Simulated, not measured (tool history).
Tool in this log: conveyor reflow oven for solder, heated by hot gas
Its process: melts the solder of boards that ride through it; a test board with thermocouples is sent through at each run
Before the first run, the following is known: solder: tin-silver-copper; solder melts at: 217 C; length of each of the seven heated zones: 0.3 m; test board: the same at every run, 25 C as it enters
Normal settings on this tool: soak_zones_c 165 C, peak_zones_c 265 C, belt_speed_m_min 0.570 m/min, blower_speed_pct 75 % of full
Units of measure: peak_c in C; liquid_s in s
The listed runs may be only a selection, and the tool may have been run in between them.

| run | hour | soak_zones_c | peak_zones_c | belt_speed_m_min | blower_speed_pct | peak_c | liquid_s |
|---|---|---|---|---|---|---|---|
| 1 | 0.0 | 165 | 265 | 0.570 | 75 | 251.5 | 43.9 |
| 2 | 9.4 | 165 | 265 | 0.570 | 75 | 250.9 | 44.0 |
| 3 | 17.2 | 165 | 272 | 0.570 | 75 | 256.8 | 48.6 |
| 4 | 26.7 | 165 | 272 | 0.570 | 51 | 253.5 | 44.3 |
| 5 | 34.6 | 165 | 265 | 0.570 | 56 | 248.1 | 41.6 |
| 6 | 40.8 | 165 | 265 | 0.570 | 56 | 247.8 | 41.9 |
| 7 | 51.9 | 165 | 265 | 0.570 | 75 | 250.7 | 44.0 |
| 8 | 59.3 | 165 | 265 | 0.570 | 75 | 250.8 | 44.3 |
| 9 | 67.7 | 165 | 265 | 0.543 | 75 | 252.6 | 47.8 |
| 10 | 78.1 | 165 | 265 | 0.570 | 75 | 250.7 | 43.9 |
| 11 | 85.6 | 165 | 265 | 0.653 | 75 | 246.5 | 34.0 |
| 12 | 94.5 | 165 | 265 | 0.653 | 75 | 245.6 | 34.8 |
| 13 | 106.3 | 165 | 265 | 0.529 | 75 | 253.6 | 50.1 |
| 14 | 118.6 | 165 | 265 | 0.529 | 75 | 252.9 | 49.8 |
| 15 | 125.0 | 165 | 265 | 0.570 | 63 | 249.2 | 42.1 |
| 16 | 130.3 | 165 | 265 | 0.570 | 75 | 250.7 | 44.1 |
| 17 | 140.0 | 165 | 265 | 0.570 | 75 | 251.1 | 43.6 |
| 18 | 148.4 | 165 | 272 | 0.540 | 75 | 258.6 | 51.2 |
| 19 | 160.7 | 165 | 265 | 0.477 | 60 | 254.9 | 55.0 |
| 20 | 168.0 | 165 | 254 | 0.606 | 53 | 235.2 | 28.1 |
| 21 | 178.7 | 165 | 265 | 0.651 | 73 | 245.2 | 34.1 |
| 22 | 187.8 | 164 | 265 | 0.570 | 75 | 250.2 | 43.2 |
| 23 | 199.5 | 163 | 265 | 0.533 | 75 | 252.3 | 47.4 |
|  | 205.4 | flux residue cleaned out of gas plates and filters |
| 24 | 212.9 | 165 | 265 | 0.570 | 86 | 255.2 | 47.7 |
| 25 | 222.6 | 164 | 265 | 0.570 | 75 | 253.8 | 46.9 |
| 26 | 233.1 | 166 | 259 | 0.617 | 82 | 248.2 | 39.6 |
| 27 | 244.5 | 165 | 264 | 0.570 | 75 | 253.2 | 46.5 |
| 28 | 250.2 | 163 | 268 | 0.570 | 79 | 257.0 | 47.9 |
| 29 | 257.9 | 163 | 268 | 0.570 | 79 | 257.1 | 47.4 |
| 30 | 270.0 | 173 | 269 | 0.476 | 68 | 262.7 | 63.8 |
| 31 | 282.4 | 157 | 273 | 0.659 | 51 | 248.6 | 34.0 |
| 32 | 294.8 | 157 | 270 | 0.659 | 74 | 251.5 | 36.1 |

Consider 3 possible next runs. They are alternatives, not a sequence: every one starts from the tool as it was left by run 32. What does each give?
| A | 300.5 | 157 | 266 | 0.594 | 74 | ? | ? |
| B | 300.5 | 165 | 265 | 0.578 | 75 | ? | ? |
| C | 300.5 | 157 | 270 | 0.659 | 88 | ? | ? |

| run | peak_c | liquid_s |
|---|---|---|
| A | 252.1 | 41.0 |
| B | 253.5 | 45.8 |
| C | 254.0 | 37.9 |
Without the tool's hidden state the same runs would have given:
| run | peak_c | liquid_s |
|---|---|---|
| A | 249.5 | 39.4 |
| B | 250.8 | 44.2 |
| C | 251.5 | 36.6 |

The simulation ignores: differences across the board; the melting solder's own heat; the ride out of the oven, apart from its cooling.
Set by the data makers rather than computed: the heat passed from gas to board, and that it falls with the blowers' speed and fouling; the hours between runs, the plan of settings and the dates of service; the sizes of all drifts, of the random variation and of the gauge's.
